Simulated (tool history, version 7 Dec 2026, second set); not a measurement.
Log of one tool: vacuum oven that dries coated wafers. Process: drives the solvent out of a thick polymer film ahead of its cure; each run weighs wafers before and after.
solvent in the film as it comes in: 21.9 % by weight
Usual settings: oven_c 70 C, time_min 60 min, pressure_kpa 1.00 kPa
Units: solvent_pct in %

| run | day | oven_c | time_min | pressure_kpa | solvent_pct |
|---|---|---|---|---|---|
| 1 | 0.000 | 70 | 60 | 1.00 | 1.67 |
| 2 | 0.725 | 70 | 60 | 1.00 | 1.73 |
| 3 | 2.029 | 70 | 60 | 1.00 | 1.70 |
| 4 | 3.029 | 70 | 60 | 1.00 | 1.72 |
| 5 | 4.212 | 70 | 60 | 1.00 | 1.67 |
| 6 | 5.233 | 57 | 60 | 1.00 | 8.13 |
| 7 | 6.142 | 57 | 60 | 1.00 | 8.10 |
| 8 | 7.342 | 70 | 60 | 1.52 | 1.87 |
| 9 | 8.021 | 70 | 60 | 1.00 | 1.71 |
| 10 | 9.204 | 70 | 60 | 1.00 | 1.73 |
| 11 | 9.954 | 73 | 60 | 1.00 | 0.97 |
| 12 | 10.767 | 58 | 60 | 1.93 | 7.92 |
| 13 | 12.025 | 73 | 54 | 0.69 | 1.13 |
| 14 | 12.646 | 70 | 60 | 1.75 | 1.95 |
| 15 | 13.754 | 60 | 60 | 0.57 | 6.17 |
| 16 | 14.525 | 84 | 63 | 0.69 | 0.16 |
| 17 | 15.117 | 70 | 34 | 3.22 | 5.08 |
| 18 | 16.033 | 71 | 39 | 1.24 | 3.24 |
| 19 | 17.304 | 71 | 46 | 0.57 | 2.22 |
| 20 | 18.383 | 67 | 60 | 2.48 | 3.37 |
| 21 | 19.592 | 67 | 60 | 2.48 | 3.33 |
| 22 | 20.258 | 72 | 40 | 1.02 | 2.60 |

4 ways to go on from here, each from the tool as it stands after run 22. What would each give?
| A | 21.275 | 56 | 96 | 3.26 | ? |
| B | 21.275 | 70 | 60 | 0.62 | ? |
| C | 21.275 | 57 | 60 | 1.00 | ? |
| D | 21.275 | 64 | 60 | 0.82 | ? |

| run | solvent_pct |
|---|---|
| A | 6.98 |
| B | 1.54 |
| C | 8.14 |
| D | 4.02 |
Without the tool's hidden state the same runs would have given:
| run | solvent_pct |
|---|---|
| A | 7.00 |
| B | 1.55 |
| C | 8.17 |
| D | 4.04 |
